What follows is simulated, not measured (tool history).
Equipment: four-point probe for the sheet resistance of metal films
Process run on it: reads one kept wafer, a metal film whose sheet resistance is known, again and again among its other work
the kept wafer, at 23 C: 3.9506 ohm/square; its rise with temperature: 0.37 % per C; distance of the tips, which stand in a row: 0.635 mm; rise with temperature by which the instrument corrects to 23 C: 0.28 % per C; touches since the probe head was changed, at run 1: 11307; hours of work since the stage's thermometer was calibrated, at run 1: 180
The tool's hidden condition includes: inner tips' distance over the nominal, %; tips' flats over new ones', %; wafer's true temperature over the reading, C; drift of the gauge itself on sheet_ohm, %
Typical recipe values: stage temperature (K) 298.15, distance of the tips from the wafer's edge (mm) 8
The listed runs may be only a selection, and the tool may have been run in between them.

run,day,stage temperature (K),distance of the tips from the wafer's edge (mm),touches since the probe head was changed,hours of work since the stage's thermometer was calibrated,sheet resistance as the instrument gives it (ohm/square)
1,0.000,298.15,8,11307,180,3.977288
2,0.571,297.15,8,11777,187,3.972095
3,1.054,297.15,8,12173,192,3.972127
4,1.646,308.15,8,12661,199,4.010925
5,2.667,300.15,8,13500,210,3.983454
6,3.546,300.15,8,14221,220,3.984272
7,4.454,298.15,8,14968,231,3.975336
8,5.221,298.15,8,15599,240,3.976442
9,5.746,305.15,8,16031,246,4.001327
10,6.312,305.15,8,16497,252,3.999973
11,7.354,301.15,8,17350,264,3.987854
12,8.238,291.15,25,18078,274,3.940115
13,8.946,300.15,25,18660,282,3.972242
14,9.717,292.15,14,19292,291,3.946831
15,10.383,293.15,16,19841,299,3.950213
16,11.233,293.15,16,20539,308,3.950961

Pick out some run-to-run changes in sheet resistance as the instrument gives it (ohm/square). Of each, how much would a tool without hidden state show as well, from the settings, what came in and chance, and how much is left for the hidden state and any gauge scatter not in both results compared?
Run 11 -> 12: stage temperature (K) 301.15 -> 291.15, distance of the tips from the wafer's edge (mm) 8 -> 25. sheet resistance as the instrument gives it (ohm/square) -0.047739: hidden state +0.000030, all else -0.047769.
Run 12 -> 13: stage temperature (K) 291.15 -> 300.15. sheet resistance as the instrument gives it (ohm/square) +0.032127: hidden state +0.000188, all else +0.031939.
